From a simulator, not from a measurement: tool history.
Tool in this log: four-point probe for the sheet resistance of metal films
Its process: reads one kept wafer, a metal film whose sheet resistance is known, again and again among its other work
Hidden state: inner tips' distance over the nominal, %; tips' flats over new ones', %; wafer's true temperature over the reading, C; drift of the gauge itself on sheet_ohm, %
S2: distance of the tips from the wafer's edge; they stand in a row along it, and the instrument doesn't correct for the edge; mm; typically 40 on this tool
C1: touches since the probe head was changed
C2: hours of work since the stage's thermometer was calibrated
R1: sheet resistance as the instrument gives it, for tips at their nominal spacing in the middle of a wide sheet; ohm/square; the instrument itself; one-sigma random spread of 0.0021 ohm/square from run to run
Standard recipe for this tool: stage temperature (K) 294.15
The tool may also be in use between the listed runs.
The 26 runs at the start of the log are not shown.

{"run": 27, "hour": 1426.4, "stage temperature (K)": 305.15, "S2": 26, "C1": 37638, "C2": 87, "R1": 10.445292}
{"run": 28, "hour": 1489.7, "stage temperature (K)": 305.15, "S2": 26, "C1": 40317, "C2": 128, "R1": 10.450072}
{"run": 29, "hour": 1521.7, "stage temperature (K)": 307.15, "S2": 58, "C1": 41667, "C2": 149, "R1": 10.422026}
{"run": 30, "hour": 1589.1, "stage temperature (K)": 307.15, "S2": 58, "C1": 44515, "C2": 193, "R1": 10.418757}
{"run": 31, "hour": 1630.0, "stage temperature (K)": 307.15, "S2": 58, "C1": 46247, "C2": 220, "R1": 10.418193}
{"run": 32, "hour": 1690.3, "stage temperature (K)": 307.15, "S2": 58, "C1": 48794, "C2": 259, "R1": 10.41555}
{"run": 33, "hour": 1763.9, "stage temperature (K)": 294.15, "S2": 4, "C1": 51905, "C2": 307, "R1": 10.883237}
{"run": 34, "hour": 1830.5, "stage temperature (K)": 299.15, "S2": 12, "C1": 54723, "C2": 351, "R1": 10.529531}
{"run": 35, "hour": 1881.0, "stage temperature (K)": 299.15, "S2": 11, "C1": 56857, "C2": 383, "R1": 10.532127}
{"run": 36, "hour": 1938.9, "stage temperature (K)": 299.15, "S2": 11, "C1": 59306, "C2": 421, "R1": 10.529606}
{"run": 37, "hour": 1973.2, "stage temperature (K)": 293.15, "S2": 13, "C1": 60755, "C2": 444, "R1": 10.584009}

Consider 3 possible next runs. They are alternatives, not a sequence: every one starts from the tool as it was left by run 37. What does each give?
{"run": "A", "hour": 2040.0, "stage temperature (K)": 304.15, "S2": 13, "C1": 63580, "C2": 487, "R1": "?"}
{"run": "B", "hour": 2040.0, "stage temperature (K)": 299.15, "S2": 13, "C1": 63580, "C2": 487, "R1": "?"}
{"run": "C", "hour": 2040.0, "stage temperature (K)": 302.15, "S2": 34, "C1": 63580, "C2": 487, "R1": "?"}

run=A R1=10.46489
run=B R1=10.516581
run=C R1=10.458018
The same runs, with their run-to-run variation unchanged, on a tool lacking any hidden condition would have given:
run=A R1=10.5002
run=B R1=10.552022
run=C R1=10.493295

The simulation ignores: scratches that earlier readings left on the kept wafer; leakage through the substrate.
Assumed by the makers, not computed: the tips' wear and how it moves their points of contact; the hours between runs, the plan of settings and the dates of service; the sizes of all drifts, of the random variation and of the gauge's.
